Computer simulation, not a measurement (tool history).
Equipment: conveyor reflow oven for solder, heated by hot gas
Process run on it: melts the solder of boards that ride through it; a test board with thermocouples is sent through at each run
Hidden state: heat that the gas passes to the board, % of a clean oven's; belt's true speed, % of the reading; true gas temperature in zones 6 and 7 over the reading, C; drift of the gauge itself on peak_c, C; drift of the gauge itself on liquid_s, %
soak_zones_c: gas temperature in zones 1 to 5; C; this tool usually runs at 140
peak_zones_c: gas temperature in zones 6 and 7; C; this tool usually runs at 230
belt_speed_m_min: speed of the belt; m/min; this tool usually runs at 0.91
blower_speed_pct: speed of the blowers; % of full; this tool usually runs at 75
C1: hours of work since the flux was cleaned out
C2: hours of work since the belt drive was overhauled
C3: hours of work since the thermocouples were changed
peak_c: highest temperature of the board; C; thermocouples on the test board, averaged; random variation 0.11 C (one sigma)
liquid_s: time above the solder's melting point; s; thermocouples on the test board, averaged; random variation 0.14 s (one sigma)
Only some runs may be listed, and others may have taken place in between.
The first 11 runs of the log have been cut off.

{"run": 12, "hour": 88.6, "soak_zones_c": 140, "peak_zones_c": 230, "belt_speed_m_min": 0.91, "blower_speed_pct": 62, "C1": 211, "C2": 199, "C3": 438, "peak_c": 211, "liquid_s": 36.1}
{"run": 13, "hour": 96.4, "soak_zones_c": 140, "peak_zones_c": 230, "belt_speed_m_min": 0.91, "blower_speed_pct": 62, "C1": 215, "C2": 202, "C3": 441, "peak_c": 211.3, "liquid_s": 35.8}
{"run": 14, "hour": 102.0, "soak_zones_c": 140, "peak_zones_c": 230, "belt_speed_m_min": 0.91, "blower_speed_pct": 62, "C1": 217, "C2": 205, "C3": 443, "peak_c": 211.2, "liquid_s": 35.8}
{"run": 15, "hour": 107.3, "soak_zones_c": 140, "peak_zones_c": 230, "belt_speed_m_min": 0.91, "blower_speed_pct": 62, "C1": 219, "C2": 207, "C3": 445, "peak_c": 211.3, "liquid_s": 35.8}
{"run": 16, "hour": 115.7, "soak_zones_c": 140, "peak_zones_c": 230, "belt_speed_m_min": 0.73, "blower_speed_pct": 69, "C1": 222, "C2": 210, "C3": 449, "peak_c": 219.4, "liquid_s": 51.8}
{"run": 17, "hour": 126.6, "soak_zones_c": 138, "peak_zones_c": 236, "belt_speed_m_min": 0.857, "blower_speed_pct": 76, "C1": 227, "C2": 215, "C3": 453, "peak_c": 220.7, "liquid_s": 43.9}
{"run": 18, "hour": 132.0, "soak_zones_c": 132, "peak_zones_c": 229, "belt_speed_m_min": 0.857, "blower_speed_pct": 74, "C1": 229, "C2": 217, "C3": 455, "peak_c": 213.1, "liquid_s": 38.1}
{"run": 19, "hour": 142.6, "soak_zones_c": 139, "peak_zones_c": 230, "belt_speed_m_min": 0.804, "blower_speed_pct": 65, "C1": 233, "C2": 221, "C3": 460, "peak_c": 215.4, "liquid_s": 44.1}
{"run": 20, "hour": 148.6, "soak_zones_c": 134, "peak_zones_c": 242, "belt_speed_m_min": 0.91, "blower_speed_pct": 75, "C1": 236, "C2": 223, "C3": 462, "peak_c": 222.7, "liquid_s": 41.3}
{"run": 21, "hour": 153.6, "soak_zones_c": 134, "peak_zones_c": 242, "belt_speed_m_min": 0.91, "blower_speed_pct": 75, "C1": 238, "C2": 225, "C3": 464, "peak_c": 222.7, "liquid_s": 41.1}
{"run": 22, "hour": 159.5, "soak_zones_c": 140, "peak_zones_c": 230, "belt_speed_m_min": 0.91, "blower_speed_pct": 58, "C1": 240, "C2": 228, "C3": 466, "peak_c": 210, "liquid_s": 35.3}
{"run": 23, "hour": 168.5, "soak_zones_c": 140, "peak_zones_c": 242, "belt_speed_m_min": 1.062, "blower_speed_pct": 75, "C1": 244, "C2": 232, "C3": 470, "peak_c": 217.9, "liquid_s": 34.1}
{"run": 24, "hour": 174.6, "soak_zones_c": 150, "peak_zones_c": 234, "belt_speed_m_min": 0.923, "blower_speed_pct": 70, "C1": 246, "C2": 234, "C3": 473, "peak_c": 217.7, "liquid_s": 42.5}

Forecast run 25:
{"run": 25, "hour": 181.3, "soak_zones_c": 150, "peak_zones_c": 234, "belt_speed_m_min": 0.923, "blower_speed_pct": 70, "C1": 249, "C2": 237, "C3": 475, "peak_c": "?", "liquid_s": "?"}

{"run 25": {"peak_c": 218.1, "liquid_s": 42.5}}
If the tool had no hidden condition, the same run with the same run-to-run variation would have returned peak_c 218.1 C, liquid_s 42.4 s.
